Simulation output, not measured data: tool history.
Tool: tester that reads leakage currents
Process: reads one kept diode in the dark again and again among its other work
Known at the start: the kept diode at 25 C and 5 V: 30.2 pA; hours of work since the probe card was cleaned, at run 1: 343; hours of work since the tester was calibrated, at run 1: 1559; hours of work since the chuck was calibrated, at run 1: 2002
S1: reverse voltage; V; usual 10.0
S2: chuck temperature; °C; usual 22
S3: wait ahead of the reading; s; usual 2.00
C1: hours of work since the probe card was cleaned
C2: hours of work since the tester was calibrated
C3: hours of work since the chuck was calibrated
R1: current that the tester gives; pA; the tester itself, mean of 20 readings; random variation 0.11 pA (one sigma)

run	hour	S1	S2	S3	C1	C2	C3	R1
1	0.0	10.0	22	2.00	343	1559	2002	31.09
2	95.1	10.0	22	2.00	390	1606	2049	30.89
3	194.7	10.0	22	2.00	440	1655	2098	30.89
4	262.0	10.0	56	2.00	473	1688	2131	431.72
5	339.2	10.0	56	2.00	511	1727	2170	432.18
6	454.5	10.0	56	2.00	568	1784	2227	432.17
# hour 493.6: chuck's temperature calibrated
7	563.1	13.6	22	2.00	621	1836	34	34.87
8	617.2	4.0	22	2.00	648	1863	61	21.52
9	715.5	4.0	22	2.00	696	1912	110	21.58
10	800.4	10.0	22	1.53	738	1954	152	31.06
11	907.9	10.0	22	1.53	792	2007	205	31.18
12	991.8	10.0	22	1.53	833	2049	247	31.26
13	1095.2	10.0	22	1.53	884	2100	298	31.03
14	1197.4	10.0	22	8.00	935	2150	348	30.74
15	1322.4	10.0	22	8.00	997	2212	410	30.79
16	1442.2	10.0	37	2.00	1056	2272	470	105.67
17	1503.9	10.0	22	2.00	1087	2302	500	31.21
18	1600.0	10.0	22	6.57	1134	2350	548	30.59
19	1666.0	10.0	22	6.57	1167	2382	580	30.70
20	1729.6	10.0	22	2.00	1198	2414	612	31.01
21	1844.9	10.0	22	2.00	1255	2471	669	30.89
22	1903.9	14.6	21	2.00	1285	2500	698	33.33
23	1997.5	3.3	22	1.67	1331	2546	744	20.03
24	2074.0	3.3	22	1.67	1369	2584	782	19.95
25	2190.4	1.4	22	4.22	1427	2642	840	14.24
26	2248.0	1.4	22	4.22	1455	2670	868	14.27
27	2298.7	10.0	43	8.78	1480	2695	894	166.47
28	2385.7	3.0	25	1.43	1523	2739	937	25.15
29	2467.3	3.0	25	1.43	1564	2779	977	24.95
30	2534.7	19.8	22	2.00	1597	2812	1010	40.97
31	2594.7	14.9	39	0.38	1627	2842	1040	146.70
32	2649.5	14.9	39	0.38	1654	2869	1067	146.87
33	2715.0	10.0	43	2.00	1686	2902	1100	167.95
34	2782.9	10.0	43	2.00	1720	2935	1133	167.35
35	2859.4	5.0	24	3.31	1758	2973	1171	28.12
36	2909.7	11.0	22	0.57	1783	2998	1196	33.41
37	3034.6	11.0	22	0.57	1844	3060	1258	33.54
38	3122.4	11.0	22	0.57	1888	3103	1301	33.37
39	3200.6	11.0	22	0.57	1927	3142	1340	33.24

Some steps in R1 between neighbouring runs. How much of each would the tool show without its hidden state too (settings, what came in, random variation), and how much is left for the hidden state, with any gauge scatter that isn't in both results?
The hidden state here: stray current of the dirty probe card, pA a volt; current scale over the true one, %; true chuck temperature over the reading, C; drift of the gauge itself on leakage_pa, %.
Run 3 -> 4: S2 22 -> 56. R1 +400.83 pA: hidden state -0.10, all else +400.93.
Run 6 -> 7: S1 10.0 -> 13.6, S2 56 -> 22, chuck's temperature calibrated. R1 -397.30 pA: hidden state +0.11, all else -397.41.
Run 22 -> 23: S1 14.6 -> 3.3, S2 21 -> 22, S3 2.00 -> 1.67. R1 -13.30 pA: hidden state -0.02, all else -13.28.
Run 26 -> 27: S1 1.4 -> 10.0, S2 22 -> 43, S3 4.22 -> 8.78. R1 +152.20 pA: hidden state -0.01, all else +152.21.
